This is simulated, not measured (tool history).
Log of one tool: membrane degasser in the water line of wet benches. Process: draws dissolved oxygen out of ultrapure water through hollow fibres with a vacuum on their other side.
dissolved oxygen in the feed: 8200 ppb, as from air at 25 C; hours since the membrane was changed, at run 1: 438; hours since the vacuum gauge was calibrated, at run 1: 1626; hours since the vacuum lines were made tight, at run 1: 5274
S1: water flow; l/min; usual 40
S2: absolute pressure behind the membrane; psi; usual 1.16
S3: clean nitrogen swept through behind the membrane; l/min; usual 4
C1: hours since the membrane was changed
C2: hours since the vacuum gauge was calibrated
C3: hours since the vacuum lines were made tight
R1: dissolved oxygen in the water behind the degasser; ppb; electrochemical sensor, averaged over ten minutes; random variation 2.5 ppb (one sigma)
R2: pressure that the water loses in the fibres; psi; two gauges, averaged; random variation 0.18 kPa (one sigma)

Run 1, hour 0: usual settings; C1 438; C2 1626; C3 5274. Result: R1 320.1 ppb, R2 8.67 psi.
Run 2, hour 23.9: usual settings; C1 462; C2 1650; C3 5298. Result: R1 321 ppb, R2 8.637 psi.
Run 3, hour 71.3: usual settings but S2 1.851 psi; C1 509; C2 1697; C3 5346. Result: R1 421.8 ppb, R2 8.694 psi.
Run 4, hour 129.6: usual settings but S2 1.851 psi; C1 567; C2 1755; C3 5404. Result: R1 423.8 ppb, R2 8.701 psi.
Run 5, hour 154.2: usual settings but S3 6.55 l/min; C1 592; C2 1780; C3 5429. Result: R1 278.3 ppb, R2 8.736 psi.
Run 6, hour 187.4: usual settings but S3 6.55 l/min; C1 625; C2 1813; C3 5462. Result: R1 279.5 ppb, R2 8.747 psi.
Run 7, hour 229.3: usual settings but S2 2.592 psi; C1 667; C2 1855; C3 5504. Result: R1 530.9 ppb, R2 8.683 psi.
Run 8, hour 269.2: usual settings but S2 0.95 psi; C1 707; C2 1895; C3 5544. Result: R1 284.5 ppb, R2 8.733 psi.
Run 9, hour 304.1: usual settings but S2 0.95 psi; C1 742; C2 1930; C3 5578. Result: R1 284.1 ppb, R2 8.682 psi.
Run 10, hour 362.1: usual settings but S2 0.95 psi; C1 800; C2 1988; C3 5637. Result: R1 287.7 ppb, R2 8.743 psi.
At hour 366.1: vacuum gauge calibrated.
Run 11, hour 400.7: usual settings but S2 0.95 psi; C1 838; C2 35; C3 5675. Result: R1 289.1 ppb, R2 8.792 psi.
Run 12, hour 431.4: usual settings but S2 0.95 psi; C1 869; C2 65; C3 5705. Result: R1 286.5 ppb, R2 8.737 psi.
Run 13, hour 467.4: usual settings but S2 0.95 psi; C1 905; C2 101; C3 5741. Result: R1 292.6 ppb, R2 8.773 psi.
Run 14, hour 521.3: usual settings but S2 0.95 psi; C1 959; C2 155; C3 5795. Result: R1 290.1 ppb, R2 8.74 psi.
At hour 570.5: vacuum gauge calibrated, once more.
Run 15, hour 576.2: usual settings; C1 1013; C2 6; C3 5850. Result: R1 317.2 ppb, R2 8.675 psi.
Run 16, hour 605: usual settings but S1 37 l/min; C1 1042; C2 34; C3 5878. Result: R1 280.3 ppb, R2 8.102 psi.
Run 17, hour 662: usual settings; C1 1099; C2 92; C3 5935. Result: R1 323.3 ppb, R2 8.718 psi.
Run 18, hour 720.9: usual settings but S3 3.58 l/min; C1 1158; C2 150; C3 5994. Result: R1 330 ppb, R2 8.737 psi.
Run 19, hour 767.7: usual settings but S1 39 l/min; C1 1204; C2 197; C3 6041. Result: R1 304.8 ppb, R2 8.534 psi.
Run 20, hour 811: usual settings but S1 39 l/min, S3 7.16 l/min; C1 1248; C2 240; C3 6084. Result: R1 256.4 ppb, R2 8.483 psi.
Run 21, hour 845: usual settings but S1 39 l/min, S3 7.16 l/min; C1 1282; C2 274; C3 6118. Result: R1 261.2 ppb, R2 8.504 psi.
Run 22, hour 896.2: usual settings but S1 39 l/min, S3 1.93 l/min; C1 1333; C2 326; C3 6170. Result: R1 400.4 ppb, R2 8.505 psi.
Run 23, hour 946.1: usual settings but S1 30 l/min, S3 4.77 l/min; C1 1383; C2 376; C3 6219. Result: R1 174.8 ppb, R2 6.576 psi.
Run 24, hour 980: usual settings but S2 2.148 psi, S3 5.14 l/min; C1 1417; C2 410; C3 6253. Result: R1 415.9 ppb, R2 8.746 psi.
Run 25, hour 1036.9: usual settings but S2 2.148 psi, S3 5.14 l/min; C1 1474; C2 466; C3 6310. Result: R1 418.8 ppb, R2 8.747 psi.
Run 26, hour 1092.6: usual settings but S2 1.874 psi, S3 5.14 l/min; C1 1529; C2 522; C3 6366. Result: R1 386.7 ppb, R2 8.779 psi.
Run 27, hour 1148.9: usual settings but S3 1.99 l/min; C1 1586; C2 578; C3 6422. Result: R1 412.2 ppb, R2 8.759 psi.
Run 28, hour 1187.7: usual settings but S1 26 l/min, S2 2.721 psi; C1 1624; C2 617; C3 6461. Result: R1 313.2 ppb, R2 5.68 psi.
Run 29, hour 1234.4: usual settings but S1 26 l/min, S2 2.721 psi; C1 1671; C2 664; C3 6508. Result: R1 309.9 ppb, R2 5.681 psi.
Run 30, hour 1290.4: usual settings but S1 48 l/min, S2 1.257 psi, S3 2.93 l/min; C1 1727; C2 720; C3 6564. Result: R1 504 ppb, R2 10.521 psi.
Run 31, hour 1339.1: usual settings but S1 26 l/min, S2 2.782 psi, S3 7.02 l/min; C1 1776; C2 769; C3 6613. Result: R1 216.4 ppb, R2 5.664 psi.
Run 32, hour 1393.8: usual settings but S1 26 l/min, S2 2.782 psi, S3 7.02 l/min; C1 1831; C2 823; C3 6667. Result: R1 215.5 ppb, R2 5.709 psi.
Run 33, hour 1437.7: usual settings but S1 26 l/min, S2 2.782 psi, S3 7.02 l/min; C1 1874; C2 867; C3 6711. Result: R1 216.8 ppb, R2 5.707 psi.

3 ways to go on from here, each from the tool as it stands after run 33. What would each give?
Run A, hour 1495.8: usual settings but S1 24 l/min, S2 0.96 psi, S3 7.02 l/min; C1 1933; C2 925; C3 6769. Result: R1 ?, R2 ?.
Run B, hour 1495.8: usual settings but S1 54 l/min, S2 2.898 psi, S3 7.02 l/min; C1 1933; C2 925; C3 6769. Result: R1 ?, R2 ?.
Run C, hour 1495.8: usual settings but S1 56 l/min, S2 1.569 psi, S3 8.84 l/min; C1 1933; C2 925; C3 6769. Result: R1 ?, R2 ?.

run     R1      R2
  A   86.1   5.242
  B  669.5  11.879
  C  530.9  12.275
Without the tool's hidden state the same runs would have given:
run     R1      R2
  A   82.7   5.192
  B  655.3  11.768
  C  518.1   12.16
